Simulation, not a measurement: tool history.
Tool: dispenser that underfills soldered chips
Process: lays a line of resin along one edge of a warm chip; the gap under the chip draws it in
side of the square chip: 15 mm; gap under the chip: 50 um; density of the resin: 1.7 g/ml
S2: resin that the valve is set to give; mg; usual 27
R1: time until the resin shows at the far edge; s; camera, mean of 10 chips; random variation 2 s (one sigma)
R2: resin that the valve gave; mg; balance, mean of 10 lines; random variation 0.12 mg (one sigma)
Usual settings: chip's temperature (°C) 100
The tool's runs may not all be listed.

{"run": 1, "hour": 0.0, "chip's temperature (°C)": 100, "S2": 27, "R1": 212.6, "R2": 25.81}
{"run": 2, "hour": 5.6, "chip's temperature (°C)": 100, "S2": 27, "R1": 244.9, "R2": 25.65}
{"run": 3, "hour": 9.8, "chip's temperature (°C)": 114, "S2": 27, "R1": 131.2, "R2": 25.33}
{"run": 4, "hour": 15.4, "chip's temperature (°C)": 90, "S2": 27, "R1": 302.2, "R2": 25.7}
{"run": 5, "hour": 22.3, "chip's temperature (°C)": 100, "S2": 27, "R1": 239.4, "R2": 25.46}
{"run": 6, "hour": 26.7, "chip's temperature (°C)": 100, "S2": 27, "R1": 217.5, "R2": 25.52}
{"run": 7, "hour": 31.4, "chip's temperature (°C)": 100, "S2": 27, "R1": 243.6, "R2": 25.48}
{"run": 8, "hour": 38.1, "chip's temperature (°C)": 100, "S2": 27, "R1": 228.6, "R2": 25.55}
{"run": 9, "hour": 42.5, "chip's temperature (°C)": 100, "S2": 27, "R1": 207.9, "R2": 25.41}
{"run": 10, "hour": 47.5, "chip's temperature (°C)": 100, "S2": 27, "R1": 231.7, "R2": 25.02}
{"run": 11, "hour": 51.2, "chip's temperature (°C)": 108, "S2": 27, "R1": 148.7, "R2": 25.25}
{"run": 12, "hour": 56.1, "chip's temperature (°C)": 86, "S2": 27, "R1": 399.7, "R2": 25.07}
{"run": 13, "hour": 60.4, "chip's temperature (°C)": 100, "S2": 29.9, "R1": 206.5, "R2": 27.77}
{"run": 14, "hour": 63.7, "chip's temperature (°C)": 100, "S2": 29.9, "R1": 225.9, "R2": 27.97}
{"run": 15, "hour": 69.4, "chip's temperature (°C)": 100, "S2": 29.9, "R1": 204.9, "R2": 27.74}
{"run": 16, "hour": 74.5, "chip's temperature (°C)": 100, "S2": 29.9, "R1": 235, "R2": 27.59}
{"run": 17, "hour": 79.4, "chip's temperature (°C)": 100, "S2": 29.9, "R1": 210, "R2": 27.54}
{"run": 18, "hour": 85.1, "chip's temperature (°C)": 90, "S2": 30.5, "R1": 360.7, "R2": 28.04}
{"run": 19, "hour": 91.2, "chip's temperature (°C)": 107, "S2": 27, "R1": 177.5, "R2": 24.81}
{"run": 20, "hour": 96.1, "chip's temperature (°C)": 107, "S2": 27, "R1": 163.8, "R2": 24.63}
{"run": 21, "hour": 104.1, "chip's temperature (°C)": 111, "S2": 31.3, "R1": 156.3, "R2": 31.3}
{"run": 22, "hour": 110.2, "chip's temperature (°C)": 111, "S2": 31.3, "R1": 143.3, "R2": 31.22}
{"run": 23, "hour": 115.4, "chip's temperature (°C)": 112, "S2": 24.3, "R1": 137.7, "R2": 24.05}
{"run": 24, "hour": 118.6, "chip's temperature (°C)": 112, "S2": 24.3, "R1": 146.4, "R2": 24.09}
{"run": 25, "hour": 124.2, "chip's temperature (°C)": 101, "S2": 34, "R1": 196.5, "R2": 33.5}
{"run": 26, "hour": 127.1, "chip's temperature (°C)": 101, "S2": 29.3, "R1": 211.7, "R2": 28.97}
{"run": 27, "hour": 132.0, "chip's temperature (°C)": 87, "S2": 25.4, "R1": 352, "R2": 24.98}
{"run": 28, "hour": 138.1, "chip's temperature (°C)": 107, "S2": 26.5, "R1": 182.6, "R2": 26.11}
{"run": 29, "hour": 143.7, "chip's temperature (°C)": 93, "S2": 30.9, "R1": 281.9, "R2": 30.58}
{"run": 30, "hour": 148.6, "chip's temperature (°C)": 99, "S2": 27.5, "R1": 258.4, "R2": 27.03}
{"run": 31, "hour": 151.8, "chip's temperature (°C)": 91, "S2": 23.1, "R1": 327.8, "R2": 22.55}
{"run": 32, "hour": 158.6, "chip's temperature (°C)": 100, "S2": 23.1, "R1": 211.8, "R2": 22.34}
{"run": 33, "hour": 165.4, "chip's temperature (°C)": 95, "S2": 33.8, "R1": 278.5, "R2": 32.94}
{"run": 34, "hour": 170.3, "chip's temperature (°C)": 95, "S2": 33.8, "R1": 249.4, "R2": 32.87}

Taken out of this log: 20 entries between the listed runs. Where each belongs, and how the hidden state differs across it:
Between runs 2 and 3: new syringe of resin (hour 6.5)
  resin's viscosity, % of fresh resin's: 121.7 -> 110; dose that the valve gives, % of what is set: 95.26 -> 95.09
  measured less the result without the state, R1: +48.7 -> +14.8 s; R2: -1.28 -> -1.31 mg
Between runs 3 and 4: new syringe of resin (hour 15.4)
  resin's viscosity, % of fresh resin's: 110 -> 101.7; dose that the valve gives, % of what is set: 95.09 -> 94.87; true chip temperature over the reading, C: -0.37 -> -0.38
  measured less the result without the state, R1: +14.8 -> +13.1 s; R2: -1.31 -> -1.39 mg
Between runs 5 and 6: new syringe of resin (hour 24.3)
  resin's viscosity, % of fresh resin's: 120.1 -> 106.5; dose that the valve gives, % of what is set: 94.58 -> 94.42; true chip temperature over the reading, C: -0.39 -> -0.4
  measured less the result without the state, R1: +45.7 -> +19.1 s; R2: -1.46 -> -1.51 mg
Between runs 7 and 8: new syringe of resin (hour 33.1)
  resin's viscosity, % of fresh resin's: 119.2 -> 113.1; dose that the valve gives, % of what is set: 94.21 -> 93.96; true chip temperature over the reading, C: -0.41 -> -0.42
  measured less the result without the state, R1: +45.3 -> +32.7 s; R2: -1.57 -> -1.64 mg
Between runs 8 and 9: new syringe of resin (hour 41.9)
  resin's viscosity, % of fresh resin's: 113.1 -> 102.7; dose that the valve gives, % of what is set: 93.96 -> 93.79; true chip temperature over the reading, C: -0.42 -> -0.43
  measured less the result without the state, R1: +32.7 -> +11.9 s; R2: -1.64 -> -1.69 mg
Between runs 10 and 11: new syringe of resin (hour 50.9)
  resin's viscosity, % of fresh resin's: 115.9 -> 99.7; dose that the valve gives, % of what is set: 93.56 -> 93.42
  measured less the result without the state, R1: +38.3 -> +4.4 s; R2: -1.73 -> -1.77 mg
Between runs 12 and 13: new syringe of resin (hour 59.7)
  resin's viscosity, % of fresh resin's: 112.2 -> 102.9; dose that the valve gives, % of what is set: 93.22 -> 93.04; true chip temperature over the reading, C: -0.45 -> -0.46
  measured less the result without the state, R1: +56.1 -> +11.5 s; R2: -1.82 -> -2.08 mg
Between runs 14 and 15: new syringe of resin (hour 68.5)
  resin's viscosity, % of fresh resin's: 111.4 -> 104.2; dose that the valve gives, % of what is set: 92.92 -> 92.71; true chip temperature over the reading, C: -0.46 -> -0.47
  measured less the result without the state, R1: +29 -> +14.1 s; R2: -2.12 -> -2.18 mg
Between runs 16 and 17: new syringe of resin (hour 77.6)
  resin's viscosity, % of fresh resin's: 117.8 -> 106.5; dose that the valve gives, % of what is set: 92.5 -> 92.32; true chip temperature over the reading, C: -0.48 -> -0.49
  measured less the result without the state, R1: +41.7 -> +18.9 s; R2: -2.23 -> -2.29 mg
Between runs 18 and 19: new syringe of resin (hour 86.3)
  resin's viscosity, % of fresh resin's: 122.3 -> 112.8; dose that the valve gives, % of what is set: 92.08 -> 91.86; true chip temperature over the reading, C: -0.5 -> -0.51
  measured less the result without the state, R1: +75 -> +26.5 s; R2: -2.41 -> -2.19 mg
Between runs 19 and 20: new syringe of resin (hour 95)
  resin's viscosity, % of fresh resin's: 112.8 -> 102.1; dose that the valve gives, % of what is set: 91.86 -> 91.67
  measured less the result without the state, R1: +26.5 -> +9.8 s; R2: -2.19 -> -2.24 mg
Between runs 20 and 21: dispensing valve cleaned and set on the balance (hour 103.9)
  resin's viscosity, % of fresh resin's: 102.1 -> 120.9; dose that the valve gives, % of what is set: 91.67 -> 99.7; true chip temperature over the reading, C: -0.51 -> -0.53
  measured less the result without the state, R1: +9.8 -> +29.5 s; R2: -2.24 -> -0.1 mg
Between runs 21 and 22: new syringe of resin (hour 104.9)
  resin's viscosity, % of fresh resin's: 120.9 -> 112.6; dose that the valve gives, % of what is set: 99.7 -> 99.49; true chip temperature over the reading, C: -0.53 -> -0.54
  measured less the result without the state, R1: +29.5 -> +18.6 s; R2: -0.1 -> -0.16 mg
Between runs 22 and 23: new syringe of resin (hour 113.8)
  resin's viscosity, % of fresh resin's: 112.6 -> 103.7; dose that the valve gives, % of what is set: 99.49 -> 99.27
  measured less the result without the state, R1: +18.6 -> +7.9 s; R2: -0.16 -> -0.17 mg
Between runs 24 and 25: new syringe of resin (hour 122.8)
  resin's viscosity, % of fresh resin's: 111.9 -> 103.4; dose that the valve gives, % of what is set: 99.14 -> 98.93; true chip temperature over the reading, C: -0.55 -> -0.56
  measured less the result without the state, R1: +18.5 -> +10.7 s; R2: -0.21 -> -0.36 mg
Between runs 26 and 27: new syringe of resin (hour 131.6)
  resin's viscosity, % of fresh resin's: 111 -> 100.9; dose that the valve gives, % of what is set: 98.81 -> 98.62; true chip temperature over the reading, C: -0.56 -> -0.57
  measured less the result without the state, R1: +25.3 -> +12.5 s; R2: -0.35 -> -0.35 mg
Between runs 28 and 29: new syringe of resin (hour 140.7)
  resin's viscosity, % of fresh resin's: 116.7 -> 109; dose that the valve gives, % of what is set: 98.36 -> 98.14; true chip temperature over the reading, C: -0.58 -> -0.59
  measured less the result without the state, R1: +30 -> +29.9 s; R2: -0.44 -> -0.58 mg
Between runs 30 and 31: new syringe of resin (hour 149.9)
  resin's viscosity, % of fresh resin's: 122.7 -> 106.3; dose that the valve gives, % of what is set: 97.95 -> 97.83
  measured less the result without the state, R1: +53.5 -> +29.4 s; R2: -0.56 -> -0.5 mg
Between runs 31 and 32: new syringe of resin (hour 158.6)
  resin's viscosity, % of fresh resin's: 106.3 -> 100.6; dose that the valve gives, % of what is set: 97.83 -> 97.58; true chip temperature over the reading, C: -0.6 -> -0.61
  measured less the result without the state, R1: +29.4 -> +8.2 s; R2: -0.5 -> -0.56 mg
Between runs 33 and 34: new syringe of resin (hour 167.7)
  resin's viscosity, % of fresh resin's: 118.4 -> 105; dose that the valve gives, % of what is set: 97.3 -> 97.1
  measured less the result without the state, R1: +49.5 -> +18.2 s; R2: -0.91 -> -0.98 mg

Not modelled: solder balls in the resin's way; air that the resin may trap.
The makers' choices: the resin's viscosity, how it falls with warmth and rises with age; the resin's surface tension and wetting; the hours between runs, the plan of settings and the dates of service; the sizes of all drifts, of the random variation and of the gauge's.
